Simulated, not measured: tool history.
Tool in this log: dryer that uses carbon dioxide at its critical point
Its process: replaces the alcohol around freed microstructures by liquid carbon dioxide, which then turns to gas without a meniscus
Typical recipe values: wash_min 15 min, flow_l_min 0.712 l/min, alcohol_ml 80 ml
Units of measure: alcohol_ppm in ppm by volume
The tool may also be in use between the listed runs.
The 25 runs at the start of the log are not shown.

| run | hour | wash_min | flow_l_min | alcohol_ml | alcohol_ppm |
|---|---|---|---|---|---|
| 26 | 272.9 | 17 | 0.633 | 80 | 957 |
| 27 | 279.1 | 16 | 1.059 | 40 | 181 |
| 28 | 287.3 | 17 | 1.184 | 46 | 162 |
| 29 | 293.5 | 21 | 1.184 | 46 | 147 |
| 30 | 307.4 | 21 | 1.184 | 46 | 149 |
| 31 | 317.3 | 10 | 0.987 | 35 | 709 |
| 32 | 326.9 | 9 | 1.183 | 35 | 572 |
| 33 | 333.7 | 14 | 1 | 88 | 509 |
| 34 | 341.1 | 12 | 1 | 53 | 583 |
| 35 | 354.4 | 14 | 1.095 | 108 | 431 |
| 36 | 366.8 | 18 | 0.607 | 26 | 448 |
| 37 | 375.1 | 18 | 0.607 | 26 | 446 |
| 38 | 388.9 | 9 | 0.657 | 34 | 2383 |
| 39 | 402.4 | 13 | 0.617 | 24 | 932 |
| 40 | 409.5 | 15 | 0.491 | 60 | 2447 |
| 41 | 424.1 | 9 | 0.602 | 80 | 6466 |
| 42 | 434.5 | 9 | 1.183 | 23 | 506 |
|  | 437.8 | inlet filter changed |
| 43 | 445.9 | 10 | 0.495 | 26 | 1881 |
| 44 | 452.4 | 10 | 0.495 | 26 | 1934 |
| 45 | 467.4 | 24 | 0.475 | 30 | 331 |
| 46 | 474.6 | 20 | 1.003 | 80 | 209 |

Consider 5 possible next runs. They are alternatives, not a sequence: every one starts from the tool as it was left by run 46. What does each give?
| A | 484.4 | 10 | 0.513 | 80 | ? |
| B | 484.4 | 12 | 0.615 | 80 | ? |
| C | 484.4 | 15 | 0.712 | 109 | ? |
| D | 484.4 | 24 | 0.807 | 24 | ? |
| E | 484.4 | 20 | 1.003 | 76 | ? |

| run | alcohol_ppm |
|---|---|
| A | 5400 |
| B | 2278 |
| C | 974 |
| D | 207 |
| E | 219 |
Without the tool's hidden state the same runs would have given:
| run | alcohol_ppm |
|---|---|
| A | 5021 |
| B | 1983 |
| C | 725 |
| D | 16 |
| E | 29 |

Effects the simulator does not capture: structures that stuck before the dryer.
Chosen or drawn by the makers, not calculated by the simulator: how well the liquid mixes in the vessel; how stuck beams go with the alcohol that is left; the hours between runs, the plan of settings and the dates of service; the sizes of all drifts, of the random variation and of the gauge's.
